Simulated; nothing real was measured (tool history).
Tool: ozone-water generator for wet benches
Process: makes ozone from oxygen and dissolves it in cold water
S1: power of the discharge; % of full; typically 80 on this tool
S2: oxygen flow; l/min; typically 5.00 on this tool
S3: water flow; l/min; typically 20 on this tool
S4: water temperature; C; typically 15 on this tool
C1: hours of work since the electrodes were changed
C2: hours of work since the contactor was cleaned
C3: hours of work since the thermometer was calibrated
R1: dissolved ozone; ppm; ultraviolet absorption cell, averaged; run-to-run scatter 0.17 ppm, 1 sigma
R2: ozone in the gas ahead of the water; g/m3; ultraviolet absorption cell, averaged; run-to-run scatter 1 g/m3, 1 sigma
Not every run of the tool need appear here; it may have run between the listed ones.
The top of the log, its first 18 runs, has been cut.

| run | hour | S1 | S2 | S3 | S4 | C1 | C2 | C3 | R1 | R2 |
|---|---|---|---|---|---|---|---|---|---|---|
| 19 | 1890.2 | 80 | 8.38 | 25 | 15 | 3926 | 718 | 1121 | 18.0 | 132.8 |
| 20 | 1962.6 | 80 | 4.96 | 20 | 18 | 3973 | 765 | 1168 | 19.0 | 160.1 |
| 21 | 2088.0 | 80 | 4.96 | 13 | 18 | 4053 | 845 | 1248 | 25.1 | 159.5 |
| 22 | 2153.0 | 73 | 5.51 | 15 | 13 | 4095 | 887 | 1290 | 23.5 | 140.5 |
| 23 | 2231.4 | 79 | 5.00 | 20 | 9 | 4145 | 937 | 1340 | 20.8 | 154.8 |
| 24 | 2355.2 | 58 | 5.00 | 23 | 8 | 4224 | 1016 | 1419 | 14.4 | 120.4 |
| 25 | 2471.9 | 58 | 5.00 | 23 | 8 | 4299 | 1091 | 1494 | 14.4 | 121.0 |
| 26 | 2533.4 | 43 | 5.00 | 20 | 15 | 4338 | 1130 | 1534 | 11.6 | 94.4 |
| 27 | 2600.9 | 72 | 5.00 | 20 | 15 | 4382 | 1174 | 1577 | 17.7 | 144.4 |
| 28 | 2658.1 | 88 | 7.83 | 20 | 22 | 4418 | 1210 | 1613 | 19.7 | 143.5 |
| 29 | 2719.6 | 93 | 7.83 | 23 | 22 | 4458 | 1250 | 1653 | 18.6 | 148.6 |
| 30 | 2859.1 | 93 | 7.83 | 23 | 22 | 4547 | 1339 | 1742 | 18.8 | 149.7 |
| 31 | 2991.5 | 93 | 4.62 | 23 | 17 | 4632 | 1424 | 1827 | 18.5 | 177.9 |
| 32 | 3075.5 | 93 | 3.50 | 23 | 17 | 4686 | 1478 | 1881 | 16.7 | 198.1 |

Alternative continuations, all from the tool just after run 32; predict every row:
| A | 3213.0 | 80 | 5.00 | 20 | 9 | 4774 | 1566 | 1969 | ? | ? |
| B | 3213.0 | 80 | 4.75 | 17 | 20 | 4774 | 1566 | 1969 | ? | ? |
| C | 3213.0 | 41 | 4.41 | 29 | 15 | 4774 | 1566 | 1969 | ? | ? |
| D | 3213.0 | 58 | 5.00 | 24 | 15 | 4774 | 1566 | 1969 | ? | ? |

| run | R1 | R2 |
|---|---|---|
| A | 20.4 | 153.4 |
| B | 19.8 | 157.2 |
| C | 7.7 | 94.6 |
| D | 12.5 | 119.2 |
Stripped of hidden state, with their random variation kept, the same runs would have yielded:
| run | R1 | R2 |
|---|---|---|
| A | 24.6 | 183.3 |
| B | 24.0 | 187.9 |
| C | 8.5 | 103.0 |
| D | 14.5 | 136.3 |
